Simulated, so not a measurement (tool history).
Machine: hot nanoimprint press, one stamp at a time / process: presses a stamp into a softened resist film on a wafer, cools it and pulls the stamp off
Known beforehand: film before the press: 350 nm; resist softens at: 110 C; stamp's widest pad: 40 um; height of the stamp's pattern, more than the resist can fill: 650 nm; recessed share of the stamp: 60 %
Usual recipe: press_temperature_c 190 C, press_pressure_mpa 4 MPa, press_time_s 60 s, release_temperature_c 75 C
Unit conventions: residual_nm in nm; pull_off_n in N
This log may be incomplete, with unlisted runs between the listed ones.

Run 1, hour 0: usual settings. Result: residual_nm 183.8 nm, pull_off_n 178 N.
Run 2, hour 11: usual settings. Result: residual_nm 179.7 nm, pull_off_n 185 N.
Run 3, hour 16.5: usual settings. Result: residual_nm 183.2 nm, pull_off_n 183 N.
Run 4, hour 24.6: usual settings. Result: residual_nm 183.6 nm, pull_off_n 189 N.
Run 5, hour 30.4: usual settings but release_temperature_c 77 C. Result: residual_nm 184.3 nm, pull_off_n 172 N.
Run 6, hour 36.1: usual settings but press_time_s 39 s, release_temperature_c 77 C. Result: residual_nm 207.3 nm, pull_off_n 182 N.
Run 7, hour 43.8: usual settings but press_time_s 39 s, release_temperature_c 77 C. Result: residual_nm 208.1 nm, pull_off_n 183 N.
Run 8, hour 49.3: usual settings. Result: residual_nm 183 nm, pull_off_n 198 N.
Run 9, hour 57.7: usual settings but press_temperature_c 191 C, press_pressure_mpa 6.32 MPa, press_time_s 42 s, release_temperature_c 67 C. Result: residual_nm 157 nm, pull_off_n 240 N.
Run 10, hour 64.8: usual settings but press_temperature_c 191 C, press_pressure_mpa 3.92 MPa, press_time_s 113 s, release_temperature_c 67 C. Result: residual_nm 144.9 nm, pull_off_n 237 N.
Run 11, hour 72.6: usual settings but press_temperature_c 191 C, press_pressure_mpa 3.92 MPa, press_time_s 38 s, release_temperature_c 60 C. Result: residual_nm 204.1 nm, pull_off_n 270 N.
Run 12, hour 82.7: usual settings but press_temperature_c 191 C, press_pressure_mpa 3.42 MPa, press_time_s 44 s, release_temperature_c 60 C. Result: residual_nm 209.6 nm, pull_off_n 266 N.
Run 13, hour 88.2: usual settings but press_temperature_c 181 C, press_pressure_mpa 6.09 MPa, press_time_s 48 s, release_temperature_c 64 C. Result: residual_nm 225.4 nm, pull_off_n 249 N.
Run 14, hour 95.6: usual settings but press_temperature_c 181 C, press_pressure_mpa 6.09 MPa, press_time_s 48 s, release_temperature_c 64 C. Result: residual_nm 225.3 nm, pull_off_n 256 N.
Run 15, hour 104.6: usual settings but press_temperature_c 181 C, press_pressure_mpa 6.09 MPa, press_time_s 48 s, release_temperature_c 64 C. Result: residual_nm 227.7 nm, pull_off_n 266 N.
Run 16, hour 114.7: usual settings but press_temperature_c 193 C, press_pressure_mpa 2.94 MPa, press_time_s 48 s, release_temperature_c 64 C. Result: residual_nm 206.3 nm, pull_off_n 266 N.

Branching from run 16: 5 alternative next runs. What would each branch give?
Run A, hour 123.8: usual settings but press_time_s 30 s. Result: residual_nm ?, pull_off_n ?.
Run B, hour 123.8: usual settings but press_time_s 36 s. Result: residual_nm ?, pull_off_n ?.
Run C, hour 123.8: usual settings but press_temperature_c 200 C, release_temperature_c 64 C. Result: residual_nm ?, pull_off_n ?.
Run D, hour 123.8: usual settings but press_temperature_c 193 C, press_pressure_mpa 2.94 MPa, press_time_s 47 s, release_temperature_c 61 C. Result: residual_nm ?, pull_off_n ?.
Run E, hour 123.8: usual settings but press_temperature_c 193 C, press_pressure_mpa 2.5 MPa, press_time_s 48 s, release_temperature_c 78 C. Result: residual_nm ?, pull_off_n ?.

run  residual_nm  pull_off_n
  A        227.8         207
  B        214.7         204
  C        127.8         275
  D        208.1         272
  E        221.3         195
Stripped of hidden state, with their random variation kept, the same runs would have yielded:
run  residual_nm  pull_off_n
  A        212.6         147
  B        199.7         145
  C        117.9         198
  D        193.8         197
  E        207.2         138
